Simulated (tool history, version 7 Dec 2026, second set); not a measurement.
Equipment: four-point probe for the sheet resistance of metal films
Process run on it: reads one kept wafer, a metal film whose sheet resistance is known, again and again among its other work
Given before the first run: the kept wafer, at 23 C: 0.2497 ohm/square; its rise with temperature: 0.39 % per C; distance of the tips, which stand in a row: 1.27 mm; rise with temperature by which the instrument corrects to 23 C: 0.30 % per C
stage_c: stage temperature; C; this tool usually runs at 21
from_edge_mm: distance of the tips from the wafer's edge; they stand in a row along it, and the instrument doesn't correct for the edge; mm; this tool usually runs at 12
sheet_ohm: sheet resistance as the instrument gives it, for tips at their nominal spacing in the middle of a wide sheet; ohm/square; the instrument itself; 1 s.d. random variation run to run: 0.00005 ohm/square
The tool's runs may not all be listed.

run	hour	stage_c	from_edge_mm	sheet_ohm
1	0	21	12	0.251439
2	34.8	21	12	0.251525
3	70	21	12	0.251537
4	108.4	21	12	0.251532
5	167.2	21	30	0.250433
# hour 190.2: stage's thermometer calibrated
6	202.6	21	30	0.250673
7	234.9	21	11	0.252184
8	274.6	21	11	0.252373
# hour 293: stage's thermometer calibrated, once more
9	329.8	21	11	0.251155
10	378.8	19	12	0.250528
11	435.5	21	12	0.250845
12	486.8	21	12	0.250908
13	529.3	18	12	0.250395
14	572.8	18	12	0.250372
15	602	18	12	0.250445
16	636.6	18	12	0.250437
17	671.8	18	12	0.250454
18	705.3	18	12	0.25051
19	759.3	21	12	0.251107
20	804	21	12	0.251133
21	849	21	12	0.251151
22	912.3	21	12	0.251217
23	973.7	21	12	0.251259
24	1015	21	12	0.251247
25	1052.7	21	12	0.251257
26	1111.4	21	12	0.251288
27	1172.2	27	9	0.253799
28	1212	27	9	0.253808
29	1239.1	22	12	0.251615
30	1297.3	24	34	0.250656
31	1331	24	34	0.250746
32	1362.5	18	24	0.249779
33	1402.9	22	4	0.262936
34	1441.3	21	19	0.250638
35	1479.3	18	7	0.253785
36	1508.6	30	36	0.251989
37	1570	30	36	0.252089
38	1598.3	26	5	0.259517
39	1632.6	22	10	0.252595
40	1672.3	24	38	0.250946
41	1727.6	24	38	0.250967
42	1783	30	66	0.252082
43	1845.5	25	4	0.263973
44	1871.3	20	6	0.255906
45	1913.2	26	6	0.257247

Each row is a separate what-if for the run after 45, all from the same tool condition, not one after another. Results?
A	1943.7	25	40	?
B	1943.7	24	3	?
C	1943.7	31	29	?
D	1943.7	27	12	?

run	sheet_ohm
A	0.251275
B	0.272835
C	0.252541
D	0.253003
With no hidden state in the tool, these same runs would have given:
run	sheet_ohm
A	0.250248
B	0.271723
C	0.251517
D	0.251971
